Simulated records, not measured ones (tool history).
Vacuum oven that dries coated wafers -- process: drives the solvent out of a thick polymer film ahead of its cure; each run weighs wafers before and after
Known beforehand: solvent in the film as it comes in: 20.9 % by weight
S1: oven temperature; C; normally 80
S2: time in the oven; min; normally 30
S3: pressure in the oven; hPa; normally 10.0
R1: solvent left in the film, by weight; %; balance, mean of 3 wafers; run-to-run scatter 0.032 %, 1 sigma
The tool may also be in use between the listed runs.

Run 1, day 0.000: usual settings. Result: R1 1.34 %.
Run 2, day 2.500: usual settings. Result: R1 1.36 %.
Run 3, day 4.583: usual settings. Result: R1 1.37 %.
Run 4, day 8.158: usual settings. Result: R1 1.35 %.
Run 5, day 11.321: usual settings but S3 8.8 hPa. Result: R1 1.37 %.
Run 6, day 14.225: usual settings but S3 8.8 hPa. Result: R1 1.37 %.
Run 7, day 16.212: usual settings but S3 8.8 hPa. Result: R1 1.28 %.
Run 8, day 18.262: usual settings but S3 23.3 hPa. Result: R1 2.08 %.
Run 9, day 22.092: usual settings but S3 5.6 hPa. Result: R1 1.16 %.
Run 10, day 26.254: usual settings but S3 5.6 hPa. Result: R1 1.14 %.
Run 11, day 30.538: usual settings but S3 5.6 hPa. Result: R1 1.16 %.
Run 12, day 34.046: usual settings but S1 70 C, S3 5.6 hPa. Result: R1 2.80 %.
Run 13, day 38.012: usual settings. Result: R1 1.33 %.
Run 14, day 41.321: usual settings but S1 69 C. Result: R1 3.39 %.
Run 15, day 44.838: usual settings but S1 69 C, S2 20 min. Result: R1 5.38 %.
At day 48.333: oven's thermocouples calibrated.
Run 16, day 48.458: usual settings but S1 69 C, S2 20 min, S3 20.5 hPa. Result: R1 6.41 %.
Run 17, day 51.025: usual settings but S1 69 C, S2 20 min, S3 14.8 hPa. Result: R1 6.03 %.
Run 18, day 54.058: usual settings. Result: R1 1.55 %.
Run 19, day 58.104: usual settings. Result: R1 1.55 %.
Run 20, day 62.004: usual settings but S2 43 min. Result: R1 1.02 %.
Run 21, day 64.162: usual settings but S2 43 min. Result: R1 1.08 %.
Run 22, day 68.150: usual settings but S2 43 min. Result: R1 1.07 %.
Run 23, day 71.188: usual settings but S1 89 C. Result: R1 0.86 %.
Run 24, day 75.379: usual settings but S1 89 C. Result: R1 0.81 %.
Run 25, day 78.879: usual settings but S1 89 C, S2 28 min. Result: R1 0.83 %.
Run 26, day 81.188: usual settings but S3 14.3 hPa. Result: R1 1.74 %.
Run 27, day 85.008: usual settings but S1 75 C, S2 24 min, S3 11.6 hPa. Result: R1 3.21 %.
Run 28, day 87.488: usual settings but S1 91 C, S2 16 min, S3 11.6 hPa. Result: R1 1.68 %.
Run 29, day 91.279: usual settings but S1 82 C, S2 29 min, S3 33.3 hPa. Result: R1 2.48 %.
Run 30, day 93.983: usual settings but S1 82 C, S2 29 min, S3 33.3 hPa. Result: R1 2.51 %.
At day 96.883: oven's thermocouples calibrated.
Run 31, day 98.275: usual settings but S1 90 C, S2 38 min, S3 13.6 hPa. Result: R1 0.85 %.
Run 32, day 101.846: usual settings but S1 90 C, S2 38 min, S3 13.6 hPa. Result: R1 0.87 %.
At day 103.475: vacuum gauge cleaned of residue and calibrated.
Run 33, day 105.683: usual settings but S1 93 C, S2 20 min, S3 13.6 hPa. Result: R1 1.22 %.
Run 34, day 108.508: usual settings but S1 69 C. Result: R1 4.02 %.
Run 35, day 112.712: usual settings but S1 69 C. Result: R1 3.97 %.
Run 36, day 115.162: usual settings but S1 92 C, S3 6.9 hPa. Result: R1 0.71 %.
Run 37, day 117.158: usual settings but S1 94 C, S2 34 min, S3 26.5 hPa. Result: R1 1.24 %.
Run 38, day 120.858: usual settings but S1 94 C, S2 32 min, S3 5.9 hPa. Result: R1 0.62 %.
Run 39, day 123.525: usual settings but S1 68 C, S2 42 min, S3 11.0 hPa. Result: R1 3.03 %.
Run 40, day 127.500: usual settings but S1 90 C, S3 11.9 hPa. Result: R1 1.02 %.
At day 128.525: vacuum gauge cleaned of residue and calibrated, once more.
Run 41, day 130.238: usual settings but S1 90 C, S3 11.9 hPa. Result: R1 0.53 %.
Run 42, day 132.954: usual settings but S1 90 C, S3 11.9 hPa. Result: R1 0.62 %.
Run 43, day 136.362: usual settings but S1 94 C, S3 14.4 hPa. Result: R1 0.56 %.
Run 44, day 138.258: usual settings but S1 84 C, S3 8.6 hPa. Result: R1 0.71 %.
Run 45, day 141.700: usual settings but S1 86 C, S2 17 min, S3 29.1 hPa. Result: R1 2.58 %.
Run 46, day 143.792: usual settings but S3 17.8 hPa. Result: R1 1.52 %.
At day 145.621: oven's thermocouples calibrated.
Run 47, day 147.675: usual settings but S1 84 C, S2 18 min, S3 38.3 hPa. Result: R1 3.54 %.

4 options for the next run, each taken on its own from the tool as it stands now. Forecast them:
Run A, day 151.675: usual settings but S1 91 C, S2 18 min, S3 38.3 hPa. Result: R1 ?.
Run B, day 151.675: usual settings but S1 74 C, S2 45 min, S3 11.9 hPa. Result: R1 ?.
Run C, day 151.675: usual settings but S2 54 min, S3 5.0 hPa. Result: R1 ?.
Run D, day 151.675: usual settings but S1 84 C, S2 42 min, S3 10.8 hPa. Result: R1 ?.

run    R1
  A  2.18
  B  1.35
  C  0.38
  D  0.62
What these runs would have given with no unlogged condition in the tool:
run    R1
  A  2.12
  B  1.24
  C  0.31
  D  0.55
